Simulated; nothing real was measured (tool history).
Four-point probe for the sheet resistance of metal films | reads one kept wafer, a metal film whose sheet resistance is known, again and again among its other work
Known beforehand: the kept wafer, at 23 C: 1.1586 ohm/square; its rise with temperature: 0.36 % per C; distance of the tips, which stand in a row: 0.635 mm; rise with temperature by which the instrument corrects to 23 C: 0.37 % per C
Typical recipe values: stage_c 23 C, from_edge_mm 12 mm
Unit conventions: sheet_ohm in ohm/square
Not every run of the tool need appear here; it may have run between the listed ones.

run 1 hour=0 | stage_c=23 from_edge_mm=12 | sheet_ohm=1.143639
run 2 hour=64.6 | stage_c=23 from_edge_mm=12 | sheet_ohm=1.143188
run 3 hour=133 | stage_c=20 from_edge_mm=12 | sheet_ohm=1.143276
run 4 hour=187.7 | stage_c=20 from_edge_mm=6 | sheet_ohm=1.14788
run 5 hour=227.2 | stage_c=20 from_edge_mm=6 | sheet_ohm=1.147548
-- hour=280.5 new probe head fitted
run 6 hour=306.2 | stage_c=20 from_edge_mm=6 | sheet_ohm=1.166037
run 7 hour=366.1 | stage_c=20 from_edge_mm=6 | sheet_ohm=1.165723
run 8 hour=427.7 | stage_c=20 from_edge_mm=6 | sheet_ohm=1.165139
run 9 hour=512.1 | stage_c=20 from_edge_mm=6 | sheet_ohm=1.164663
run 10 hour=558.1 | stage_c=20 from_edge_mm=6 | sheet_ohm=1.163939
run 11 hour=607.8 | stage_c=20 from_edge_mm=6 | sheet_ohm=1.163398
run 12 hour=697.3 | stage_c=23 from_edge_mm=12 | sheet_ohm=1.157569
run 13 hour=794.6 | stage_c=23 from_edge_mm=12 | sheet_ohm=1.156999
run 14 hour=876.8 | stage_c=26 from_edge_mm=10 | sheet_ohm=1.156714
run 15 hour=958.3 | stage_c=19 from_edge_mm=6 | sheet_ohm=1.161866
run 16 hour=1010.3 | stage_c=22 from_edge_mm=3 | sheet_ohm=1.181022
run 17 hour=1074.6 | stage_c=24 from_edge_mm=22 | sheet_ohm=1.153735
run 18 hour=1133 | stage_c=24 from_edge_mm=22 | sheet_ohm=1.153552
run 19 hour=1200 | stage_c=24 from_edge_mm=22 | sheet_ohm=1.152809
run 20 hour=1249.8 | stage_c=18 from_edge_mm=48 | sheet_ohm=1.153074
run 21 hour=1322.9 | stage_c=19 from_edge_mm=14 | sheet_ohm=1.153499
run 22 hour=1380.5 | stage_c=19 from_edge_mm=14 | sheet_ohm=1.15321
run 23 hour=1447.8 | stage_c=25 from_edge_mm=6 | sheet_ohm=1.157376

Run 24 comes next. What will it give?
run 24 hour=1529.9 | stage_c=26 from_edge_mm=7 | sheet_ohm=?

sheet_ohm: 1.154961 ohm/square
Without the tool's hidden state the same run would have given sheet_ohm 1.163438 ohm/square.
